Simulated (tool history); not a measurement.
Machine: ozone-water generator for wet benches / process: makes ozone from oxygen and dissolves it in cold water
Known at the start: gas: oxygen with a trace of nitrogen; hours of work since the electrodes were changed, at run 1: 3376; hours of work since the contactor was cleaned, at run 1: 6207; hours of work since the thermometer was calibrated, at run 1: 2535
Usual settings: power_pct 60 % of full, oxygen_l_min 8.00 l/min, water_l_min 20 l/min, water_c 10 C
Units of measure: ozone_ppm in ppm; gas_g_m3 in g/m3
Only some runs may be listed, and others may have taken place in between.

| run | hour | power_pct | oxygen_l_min | water_l_min | water_c | hours of work since the electrodes were changed | hours of work since the contactor was cleaned | hours of work since the thermometer was calibrated | ozone_ppm | gas_g_m3 |
|---|---|---|---|---|---|---|---|---|---|---|
| 1 | 0.0 | 60 | 8.00 | 20 | 10 | 3376 | 6207 | 2535 | 31.1 | 175.4 |
| 2 | 75.8 | 60 | 8.00 | 20 | 10 | 3437 | 6268 | 2596 | 30.4 | 175.3 |
| 3 | 168.9 | 60 | 8.00 | 20 | 10 | 3512 | 6343 | 2671 | 30.9 | 175.4 |
| 4 | 247.9 | 60 | 8.00 | 20 | 10 | 3576 | 6406 | 2735 | 30.8 | 175.3 |
| 5 | 330.7 | 60 | 9.26 | 20 | 10 | 3642 | 6473 | 2802 | 31.0 | 164.1 |
| 6 | 392.7 | 60 | 8.00 | 20 | 7 | 3692 | 6523 | 2851 | 32.5 | 178.0 |
| 7 | 499.0 | 52 | 8.00 | 20 | 10 | 3778 | 6608 | 2937 | 28.5 | 160.8 |
| 8 | 609.9 | 52 | 8.00 | 20 | 10 | 3867 | 6698 | 3026 | 27.9 | 162.7 |
| 9 | 681.5 | 52 | 12.87 | 20 | 10 | 3925 | 6755 | 3084 | 27.7 | 129.8 |
| 10 | 790.9 | 52 | 12.87 | 20 | 10 | 4013 | 6843 | 3172 | 27.8 | 128.4 |
| 11 | 895.2 | 52 | 12.87 | 20 | 10 | 4097 | 6927 | 3256 | 27.7 | 128.4 |
| 12 | 994.1 | 52 | 12.87 | 20 | 10 | 4176 | 7007 | 3336 | 27.5 | 129.7 |
| 13 | 1070.6 | 60 | 5.74 | 20 | 10 | 4238 | 7069 | 3397 | 30.5 | 209.2 |
| 14 | 1128.4 | 60 | 5.74 | 12 | 10 | 4284 | 7115 | 3444 | 42.4 | 210.1 |
| 15 | 1197.8 | 60 | 5.74 | 12 | 10 | 4340 | 7171 | 3500 | 41.9 | 209.7 |
| 16 | 1310.1 | 60 | 5.74 | 23 | 10 | 4431 | 7261 | 3590 | 26.8 | 210.3 |
|  | 1367.2 | water thermometer calibrated |
| 17 | 1424.8 | 60 | 8.00 | 20 | 10 | 4522 | 7353 | 46 | 31.0 | 179.5 |
| 18 | 1509.6 | 60 | 8.00 | 20 | 10 | 4591 | 7422 | 115 | 30.6 | 179.2 |
|  | 1550.1 | contactor cleaned |
| 19 | 1605.9 | 87 | 8.00 | 26 | 10 | 4665 | 45 | 189 | 32.1 | 226.7 |
| 20 | 1721.9 | 87 | 11.34 | 30 | 8 | 4758 | 138 | 282 | 31.3 | 195.5 |
| 21 | 1790.2 | 87 | 7.12 | 30 | 9 | 4813 | 193 | 337 | 29.1 | 243.0 |
| 22 | 1904.1 | 88 | 9.98 | 23 | 15 | 4905 | 285 | 429 | 33.3 | 205.6 |
| 23 | 1991.6 | 60 | 8.00 | 32 | 11 | 4976 | 355 | 499 | 21.6 | 180.2 |
| 24 | 2049.6 | 58 | 5.42 | 26 | 7 | 5022 | 402 | 546 | 24.3 | 212.7 |
| 25 | 2134.5 | 58 | 5.42 | 26 | 7 | 5091 | 470 | 614 | 24.7 | 213.5 |
| 26 | 2245.8 | 52 | 8.00 | 12 | 10 | 5180 | 560 | 704 | 37.6 | 164.0 |
| 27 | 2304.6 | 64 | 13.37 | 18 | 17 | 5227 | 607 | 751 | 28.6 | 147.1 |
| 28 | 2419.6 | 60 | 4.95 | 20 | 6 | 5320 | 700 | 844 | 30.7 | 228.0 |
| 29 | 2496.8 | 63 | 4.95 | 20 | 12 | 5382 | 762 | 906 | 29.8 | 237.2 |
| 30 | 2549.3 | 55 | 8.18 | 26 | 6 | 5424 | 804 | 948 | 25.7 | 169.8 |
|  | 2554.4 | gauge calibrated |
| 31 | 2668.6 | 55 | 8.18 | 26 | 6 | 5520 | 900 | 1044 | 25.7 | 161.9 |
| 32 | 2727.8 | 77 | 8.18 | 14 | 9 | 5568 | 948 | 1092 | 45.1 | 204.2 |
| 33 | 2800.0 | 77 | 8.18 | 14 | 9 | 5626 | 1006 | 1150 | 45.6 | 203.1 |
| 34 | 2897.3 | 42 | 8.00 | 19 | 10 | 5705 | 1084 | 1228 | 25.4 | 140.9 |

Below, each run's measurement less what the same run would have read without the hidden state. Both values contain the same run-to-run variation, but the gauge's scatter may not be the same in both:
What the log doesn't record here: yield of the discharge, % of new electrodes'; contactor's efficiency, % of a clean one's; true water temperature over the reading, C; drift of the gauge itself on ozone_ppm, %; drift of the gauge itself on gas_g_m3, %.
| run | gas_g_m3 |
|---|---|
| 1 | -0.2 |
| 2 | +0.0 |
| 3 | +0.2 |
| 4 | +0.4 |
| 5 | +0.5 |
| 6 | +0.7 |
| 7 | +0.8 |
| 8 | +1.1 |
| 9 | +0.9 |
| 10 | +1.1 |
| 11 | +1.2 |
| 12 | +1.3 |
| 13 | +2.4 |
| 14 | +2.5 |
| 15 | +2.7 |
| 16 | +3.0 |
| 17 | +2.8 |
| 18 | +3.0 |
| 19 | +3.9 |
| 20 | +3.6 |
| 21 | +4.6 |
| 22 | +4.2 |
| 23 | +3.9 |
| 24 | +4.7 |
| 25 | +5.0 |
| 26 | +4.0 |
| 27 | +3.6 |
| 28 | +6.0 |
| 29 | +6.5 |
| 30 | +4.7 |
| 31 | +0.1 |
| 32 | +0.2 |
| 33 | +0.3 |
| 34 | +0.5 |
ozone_ppm without the hidden state stays within 0.1 ppm of what was measured, in all runs.
